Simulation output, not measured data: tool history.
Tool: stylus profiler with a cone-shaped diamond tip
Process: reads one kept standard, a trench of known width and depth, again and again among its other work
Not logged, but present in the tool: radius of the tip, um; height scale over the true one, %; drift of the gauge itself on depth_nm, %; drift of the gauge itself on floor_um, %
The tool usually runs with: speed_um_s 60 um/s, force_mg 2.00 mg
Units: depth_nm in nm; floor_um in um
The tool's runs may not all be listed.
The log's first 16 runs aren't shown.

run	hour	speed_um_s	force_mg	scans with this tip	hours of work since the height scale was calibrated	depth_nm	floor_um
17	217.7	23	0.74	2249	382	201.42	26.95
18	231.4	60	1.88	2300	391	202.61	26.84
19	241.8	60	5.66	2339	397	205.26	26.97
20	260.1	60	2.76	2406	409	203.23	26.88
21	271.8	128	1.26	2450	416	201.88	26.26
22	287.0	128	1.26	2506	426	201.99	26.27
23	298.9	28	1.69	2550	433	202.40	27.01
24	315.1	107	2.00	2610	443	202.81	26.56
25	333.3	20	5.31	2678	455	205.06	27.11

What does the tool deliver on the next run?
26	346.7	20	5.31	2727	463	?	?

{"run 26": {"depth_nm": 205.12, "floor_um": 27.12}}
On a tool with no hidden condition, and with the same random variation, this run would have come out at depth_nm 205.11 nm, floor_um 27.13 um.
